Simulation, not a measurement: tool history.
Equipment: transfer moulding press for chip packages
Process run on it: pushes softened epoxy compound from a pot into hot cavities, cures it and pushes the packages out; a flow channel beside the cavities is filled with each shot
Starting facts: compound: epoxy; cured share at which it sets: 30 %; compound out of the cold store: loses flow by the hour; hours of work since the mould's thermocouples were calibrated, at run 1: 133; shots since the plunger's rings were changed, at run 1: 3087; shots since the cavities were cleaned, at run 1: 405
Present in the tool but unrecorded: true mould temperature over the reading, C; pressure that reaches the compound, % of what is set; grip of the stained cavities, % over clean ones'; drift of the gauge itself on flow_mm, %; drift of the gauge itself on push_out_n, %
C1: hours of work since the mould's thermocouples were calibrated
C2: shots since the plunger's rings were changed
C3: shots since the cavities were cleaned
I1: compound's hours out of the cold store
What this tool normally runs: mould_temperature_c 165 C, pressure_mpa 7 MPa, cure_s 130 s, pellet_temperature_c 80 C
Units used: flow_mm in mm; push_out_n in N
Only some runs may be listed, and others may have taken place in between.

Run 1, day 0: usual settings; C1 133; C2 3087; C3 405; I1 18.1. Result: flow_mm 697 mm, push_out_n 642 N.
Run 2, day 0.533: usual settings but mould_temperature_c 166 C; C1 140; C2 3181; C3 499; I1 15. Result: flow_mm 705 mm, push_out_n 655 N.
Run 3, day 0.938: usual settings; C1 145; C2 3252; C3 570; I1 47.4. Result: flow_mm 616 mm, push_out_n 650 N.
Run 4, day 1.267: usual settings but pressure_mpa 7.44 MPa; C1 149; C2 3311; C3 629; I1 30.3. Result: flow_mm 674 mm, push_out_n 679 N.
At day 1.808: cavities cleaned with cleaning compound and waxed.
Run 5, day 1.962: usual settings but pressure_mpa 7.44 MPa; C1 157; C2 3423; C3 28; I1 24.8. Result: flow_mm 697 mm, push_out_n 465 N.
Run 6, day 2.408: usual settings but mould_temperature_c 158 C; C1 162; C2 3501; C3 106; I1 18.2. Result: flow_mm 719 mm, push_out_n 790 N.
Run 7, day 2.742: usual settings but mould_temperature_c 158 C; C1 166; C2 3560; C3 165; I1 28. Result: flow_mm 689 mm, push_out_n 832 N.
Run 8, day 3.296: usual settings but mould_temperature_c 158 C; C1 173; C2 3658; C3 263; I1 43.9. Result: flow_mm 645 mm, push_out_n 853 N.
Run 9, day 3.612: usual settings but mould_temperature_c 158 C; C1 177; C2 3714; C3 319; I1 22.4. Result: flow_mm 711 mm, push_out_n 950 N.
Run 10, day 4: usual settings; C1 182; C2 3782; C3 387; I1 47.9. Result: flow_mm 612 mm, push_out_n 600 N.
Run 11, day 4.529: usual settings; C1 189; C2 3876; C3 481; I1 38.4. Result: flow_mm 635 mm, push_out_n 650 N.
Run 12, day 5.208: usual settings; C1 197; C2 3995; C3 600; I1 20.4. Result: flow_mm 680 mm, push_out_n 655 N.
Run 13, day 5.571: usual settings; C1 201; C2 4059; C3 664; I1 44.5. Result: flow_mm 617 mm, push_out_n 666 N.
At day 5.683: mould's thermocouples calibrated.
At day 5.992: cavities cleaned with cleaning compound and waxed.
Run 14, day 5.992: usual settings but pressure_mpa 6.3 MPa; C1 3; C2 4108; C3 0; I1 46.7. Result: flow_mm 583 mm, push_out_n 463 N.
Run 15, day 6.529: usual settings but mould_temperature_c 167 C, cure_s 150 s, pellet_temperature_c 81 C; C1 10; C2 4203; C3 95; I1 40.1. Result: flow_mm 624 mm, push_out_n 430 N.
Run 16, day 7.017: usual settings but mould_temperature_c 161 C, pellet_temperature_c 70 C; C1 16; C2 4288; C3 180; I1 38.3. Result: flow_mm 643 mm, push_out_n 694 N.
At day 7.571: mould's thermocouples calibrated, once more.
Run 17, day 7.633: usual settings but mould_temperature_c 161 C, pellet_temperature_c 70 C; C1 1; C2 4383; C3 275; I1 34.5. Result: flow_mm 658 mm, push_out_n 707 N.
Run 18, day 8.212: usual settings but mould_temperature_c 161 C, pressure_mpa 6.29 MPa, cure_s 151 s, pellet_temperature_c 86 C; C1 8; C2 4485; C3 377; I1 17.3. Result: flow_mm 665 mm, push_out_n 597 N.
Run 19, day 8.7: usual settings but mould_temperature_c 164 C, pressure_mpa 6.12 MPa, cure_s 163 s, pellet_temperature_c 89 C; C1 14; C2 4571; C3 463; I1 38. Result: flow_mm 588 mm, push_out_n 572 N.
Run 20, day 9.192: usual settings but mould_temperature_c 164 C, pressure_mpa 6.12 MPa, cure_s 163 s, pellet_temperature_c 89 C; C1 20; C2 4658; C3 550; I1 37.5. Result: flow_mm 590 mm, push_out_n 595 N.
Run 21, day 9.862: usual settings but mould_temperature_c 164 C, pressure_mpa 6.34 MPa, cure_s 163 s, pellet_temperature_c 89 C; C1 28; C2 4776; C3 668; I1 36.2. Result: flow_mm 601 mm, push_out_n 583 N.
At day 10.238: cavities cleaned with cleaning compound and waxed.
Run 22, day 10.388: usual settings but mould_temperature_c 164 C, pressure_mpa 6.34 MPa, cure_s 163 s, pellet_temperature_c 89 C; C1 34; C2 4858; C3 27; I1 14.3. Result: flow_mm 664 mm, push_out_n 398 N.
Run 23, day 11.046: usual settings but pressure_mpa 7.82 MPa, pellet_temperature_c 89 C; C1 42; C2 4974; C3 143; I1 40.8. Result: flow_mm 655 mm, push_out_n 532 N.
Run 24, day 11.4: usual settings but mould_temperature_c 172 C, pressure_mpa 7.35 MPa; C1 47; C2 5036; C3 205; I1 33.1. Result: flow_mm 631 mm, push_out_n 497 N.
Run 25, day 11.838: usual settings but mould_temperature_c 158 C, cure_s 167 s, pellet_temperature_c 71 C; C1 52; C2 5113; C3 282; I1 13. Result: flow_mm 715 mm, push_out_n 640 N.
Run 26, day 12.171: usual settings but mould_temperature_c 158 C, pressure_mpa 7.33 MPa, cure_s 132 s, pellet_temperature_c 71 C; C1 56; C2 5173; C3 342; I1 15.3. Result: flow_mm 719 mm, push_out_n 883 N.
Run 27, day 12.446: usual settings but mould_temperature_c 158 C, pressure_mpa 7.33 MPa, cure_s 132 s, pellet_temperature_c 71 C; C1 59; C2 5221; C3 390; I1 17.7. Result: flow_mm 724 mm, push_out_n 960 N.
Run 28, day 13.042: usual settings but pressure_mpa 7.33 MPa, cure_s 119 s, pellet_temperature_c 71 C; C1 67; C2 5326; C3 495; I1 13.4. Result: flow_mm 714 mm, push_out_n 744 N.

Alternative continuations, all from the tool just after run 28; predict every row:
Run A, day 13.696: usual settings but mould_temperature_c 167 C, cure_s 112 s, pellet_temperature_c 84 C; C1 75; C2 5441; C3 610; I1 43.2. Result: flow_mm ?, push_out_n ?.
Run B, day 13.696: usual settings but cure_s 168 s, pellet_temperature_c 71 C; C1 75; C2 5441; C3 610; I1 32.5. Result: flow_mm ?, push_out_n ?.
Run C, day 13.696: usual settings but mould_temperature_c 171 C, pressure_mpa 7.33 MPa, cure_s 140 s, pellet_temperature_c 84 C; C1 75; C2 5441; C3 610; I1 8.7. Result: flow_mm ?, push_out_n ?.

run  flow_mm  push_out_n
  A      602         740
  B      639         583
  C      705         581
What these runs would have given with no unlogged condition in the tool:
run  flow_mm  push_out_n
  A      642         478
  B      682         378
  C      753         377
